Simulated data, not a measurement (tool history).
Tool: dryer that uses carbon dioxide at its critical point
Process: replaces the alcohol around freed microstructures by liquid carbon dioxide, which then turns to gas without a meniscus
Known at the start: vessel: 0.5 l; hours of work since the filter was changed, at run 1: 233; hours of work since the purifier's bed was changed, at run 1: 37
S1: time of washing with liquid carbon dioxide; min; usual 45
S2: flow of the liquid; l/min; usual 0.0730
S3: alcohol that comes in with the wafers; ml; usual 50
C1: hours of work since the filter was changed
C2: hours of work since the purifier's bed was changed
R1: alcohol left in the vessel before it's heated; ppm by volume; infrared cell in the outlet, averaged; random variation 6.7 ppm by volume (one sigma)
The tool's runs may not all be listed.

Run 1, hour 0.0: usual settings; C1 233; C2 37. Result: R1 575 ppm by volume.
Run 2, hour 27.4: usual settings; C1 250; C2 54. Result: R1 585 ppm by volume.
Run 3, hour 60.8: usual settings; C1 270; C2 74. Result: R1 631 ppm by volume.
Run 4, hour 94.3: usual settings; C1 291; C2 94. Result: R1 652 ppm by volume.
Run 5, hour 109.5: usual settings; C1 300; C2 103. Result: R1 682 ppm by volume.
Run 6, hour 141.2: usual settings but S2 0.0812 l/min; C1 319; C2 122. Result: R1 417 ppm by volume.
Run 7, hour 169.3: usual settings but S2 0.0812 l/min; C1 336; C2 140. Result: R1 448 ppm by volume.
Run 8, hour 183.7: usual settings but S2 0.0812 l/min; C1 345; C2 148. Result: R1 459 ppm by volume.
Run 9, hour 198.2: usual settings but S2 0.0812 l/min; C1 353; C2 157. Result: R1 472 ppm by volume.
Run 10, hour 216.1: usual settings but S2 0.0812 l/min; C1 364; C2 168. Result: R1 479 ppm by volume.
At hour 228.6: inlet filter changed.
Run 11, hour 247.2: usual settings but S2 0.0812 l/min; C1 11; C2 186. Result: R1 181 ppm by volume.
Run 12, hour 261.5: usual settings but S2 0.0812 l/min; C1 20; C2 195. Result: R1 187 ppm by volume.
Run 13, hour 289.3: usual settings but S2 0.0604 l/min, S3 51 ml; C1 37; C2 212. Result: R1 913 ppm by volume.
Run 14, hour 320.9: usual settings but S2 0.1079 l/min, S3 81 ml; C1 56; C2 231. Result: R1 58 ppm by volume.
Run 15, hour 351.0: usual settings but S2 0.1079 l/min, S3 81 ml; C1 74; C2 249. Result: R1 58 ppm by volume.

Forecast run 16:
Run 16, hour 384.4: usual settings but S2 0.0938 l/min, S3 38 ml; C1 94; C2 269. Result: R1 ?.

R1: 74 ppm by volume
Without the tool's hidden state the same run would have given R1 40 ppm by volume.
